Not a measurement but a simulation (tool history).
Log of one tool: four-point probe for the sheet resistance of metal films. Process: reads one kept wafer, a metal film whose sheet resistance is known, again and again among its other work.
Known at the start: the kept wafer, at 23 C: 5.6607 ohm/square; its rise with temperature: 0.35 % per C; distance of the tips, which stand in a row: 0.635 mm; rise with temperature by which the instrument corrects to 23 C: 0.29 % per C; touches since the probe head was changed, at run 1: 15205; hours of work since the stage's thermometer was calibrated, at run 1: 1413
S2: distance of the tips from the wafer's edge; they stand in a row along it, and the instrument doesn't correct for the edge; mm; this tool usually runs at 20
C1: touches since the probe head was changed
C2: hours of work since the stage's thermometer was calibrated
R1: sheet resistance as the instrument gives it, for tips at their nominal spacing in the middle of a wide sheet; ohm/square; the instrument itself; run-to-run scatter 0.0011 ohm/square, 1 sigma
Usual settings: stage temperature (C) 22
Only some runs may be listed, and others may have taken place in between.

Run 1, hour 0: usual settings; C1 15205; C2 1413. Result: R1 5.710986 ohm/square.
Run 2, hour 15.2: usual settings but S2 5 mm; C1 15458; C2 1421. Result: R1 5.760765 ohm/square.
Run 3, hour 25.5: usual settings; C1 15629; C2 1427. Result: R1 5.713495 ohm/square.
Run 4, hour 46.6: usual settings; C1 15980; C2 1438. Result: R1 5.71365 ohm/square.
Run 5, hour 60.6: usual settings but S2 6 mm; C1 16212; C2 1446. Result: R1 5.744349 ohm/square.
Run 6, hour 76.9: usual settings but S2 6 mm; C1 16482; C2 1455. Result: R1 5.743958 ohm/square.
Run 7, hour 91.9: usual settings but S2 6 mm; C1 16732; C2 1463. Result: R1 5.746287 ohm/square.
Run 8, hour 109.4: usual settings; C1 17024; C2 1473. Result: R1 5.714749 ohm/square.
Run 9, hour 125.4: usual settings but S2 3 mm; C1 17289; C2 1482. Result: R1 5.846495 ohm/square.
Run 10, hour 135.1: usual settings but S2 3 mm; C1 17450; C2 1487. Result: R1 5.845883 ohm/square.
Run 11, hour 156.5: usual settings but stage temperature (C) 32; C1 17806; C2 1499. Result: R1 5.751645 ohm/square.
Run 12, hour 167: usual settings but stage temperature (C) 32; C1 17980; C2 1505. Result: R1 5.750715 ohm/square.
Run 13, hour 177: usual settings but stage temperature (C) 18, S2 7 mm; C1 18146; C2 1510. Result: R1 5.720299 ohm/square.
Run 14, hour 194.5: usual settings but stage temperature (C) 18, S2 7 mm; C1 18437; C2 1520. Result: R1 5.722091 ohm/square.
Run 15, hour 213.8: usual settings but stage temperature (C) 29, S2 7 mm; C1 18758; C2 1530. Result: R1 5.763577 ohm/square.
Run 16, hour 225.5: usual settings but stage temperature (C) 32, S2 4 mm; C1 18953; C2 1537. Result: R1 5.82589 ohm/square.
Run 17, hour 242.8: usual settings but stage temperature (C) 32, S2 4 mm; C1 19239; C2 1546. Result: R1 5.828297 ohm/square.
Run 18, hour 261.4: usual settings but stage temperature (C) 24, S2 38 mm; C1 19548; C2 1556. Result: R1 5.719936 ohm/square.
Run 19, hour 280.8: usual settings but stage temperature (C) 31, S2 4 mm; C1 19871; C2 1567. Result: R1 5.822262 ohm/square.
Run 20, hour 293.9: usual settings but stage temperature (C) 20, S2 4 mm; C1 20088; C2 1574. Result: R1 5.779302 ohm/square.
Run 21, hour 314.8: usual settings but stage temperature (C) 20, S2 4 mm; C1 20436; C2 1586. Result: R1 5.779826 ohm/square.
Run 22, hour 324.8: usual settings but stage temperature (C) 20, S2 4 mm; C1 20601; C2 1591. Result: R1 5.78151 ohm/square.
Run 23, hour 335.9: usual settings but S2 23 mm; C1 20786; C2 1597. Result: R1 5.715342 ohm/square.

Branching from run 23: 3 alternative next runs. What would each branch give?
Run A, hour 356.2: usual settings but stage temperature (C) 30, S2 21 mm; C1 21123; C2 1609. Result: R1 ?.
Run B, hour 356.2: usual settings but stage temperature (C) 23, S2 28 mm; C1 21123; C2 1609. Result: R1 ?.
Run C, hour 356.2: usual settings but stage temperature (C) 29, S2 59 mm; C1 21123; C2 1609. Result: R1 ?.

run        R1
  A  5.743361
  B  5.719406
  C   5.73989
Without the tool's unlogged condition, the same runs would have read:
run        R1
  A  5.686997
  B  5.663354
  C  5.683569
